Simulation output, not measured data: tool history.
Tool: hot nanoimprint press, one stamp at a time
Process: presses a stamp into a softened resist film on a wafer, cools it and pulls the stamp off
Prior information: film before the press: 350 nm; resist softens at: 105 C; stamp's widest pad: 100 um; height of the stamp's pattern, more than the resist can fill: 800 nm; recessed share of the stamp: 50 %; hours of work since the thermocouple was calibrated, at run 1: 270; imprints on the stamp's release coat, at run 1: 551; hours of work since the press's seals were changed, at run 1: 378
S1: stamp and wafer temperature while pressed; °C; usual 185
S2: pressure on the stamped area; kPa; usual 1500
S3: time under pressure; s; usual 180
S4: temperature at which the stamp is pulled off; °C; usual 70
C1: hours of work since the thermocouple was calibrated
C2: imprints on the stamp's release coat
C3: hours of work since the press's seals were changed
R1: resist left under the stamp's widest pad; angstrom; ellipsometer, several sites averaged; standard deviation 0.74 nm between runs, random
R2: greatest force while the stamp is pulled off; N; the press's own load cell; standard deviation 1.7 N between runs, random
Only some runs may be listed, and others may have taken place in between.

run	hour	S1	S2	S3	S4	C1	C2	C3	R1	R2
1	0.0	185	1500	180	70	270	551	378	1450	116
2	27.4	185	1500	180	70	289	681	397	1468	117
3	39.3	185	1500	180	70	297	737	405	1459	118
4	51.8	185	1500	180	70	306	796	414	1454	120
5	65.0	185	1500	180	70	315	859	423	1465	120
6	78.4	185	1500	180	70	324	922	432	1466	125
7	92.7	185	1500	180	70	334	990	442	1464	121
8	110.3	185	1500	180	70	346	1074	454	1478	125
# hour 121.6: stamp cleaned and given a new release coat
9	137.7	185	1830	180	70	361	76	469	1347	110
10	150.4	185	1830	180	70	369	136	477	1339	109
11	174.6	185	1500	180	70	386	251	494	1476	113
12	188.1	185	1500	180	70	395	315	503	1474	112
13	202.6	185	1500	180	70	405	384	513	1494	114
# hour 208.4: plate thermocouple calibrated
14	228.5	185	1500	180	70	14	492	529	1412	115
15	252.3	185	1500	254	70	30	605	545	1227	113
16	273.7	185	1500	254	70	45	707	560	1223	114
17	295.6	177	1920	242	71	60	811	575	1616	115
18	320.7	187	2270	242	71	77	929	592	963	117
19	341.4	196	1290	123	70	91	1028	606	1151	124
# hour 362.9: stamp cleaned and given a new release coat
20	368.8	196	1290	123	70	106	28	621	1148	104
21	382.5	189	980	180	70	116	93	631	1450	105
22	395.4	189	980	180	70	124	154	639	1458	107
23	416.5	189	1070	240	70	139	254	654	1246	109
24	439.9	179	1500	136	70	155	365	670	2053	110
25	452.6	186	1010	123	62	164	425	679	1883	128
26	470.2	186	1010	123	75	176	509	691	1881	103
27	493.6	186	1010	123	75	192	619	707	1903	103
# hour 506.6: press's hydraulic seals changed and the load cell set to zero
28	519.8	186	1010	123	75	204	706	9	1866	108
29	546.5	196	1500	112	70	223	832	27	1083	117
30	558.5	181	1100	175	64	231	889	36	1933	133

Each row is a separate what-if for the run after 30, all from the same tool condition, not one after another. Results?
A	575.9	189	1100	175	66	243	972	48	?	?
B	575.9	181	1500	242	65	243	972	48	?	?
C	575.9	185	1500	129	70	243	972	48	?	?
D	575.9	193	980	109	70	243	972	48	?	?

run	R1	R2
A	1397	127
B	1494	133
C	1630	126
D	1520	121
With no hidden state in the tool, these same runs would have given:
run	R1	R2
A	1370	109
B	1463	114
C	1599	108
D	1494	103
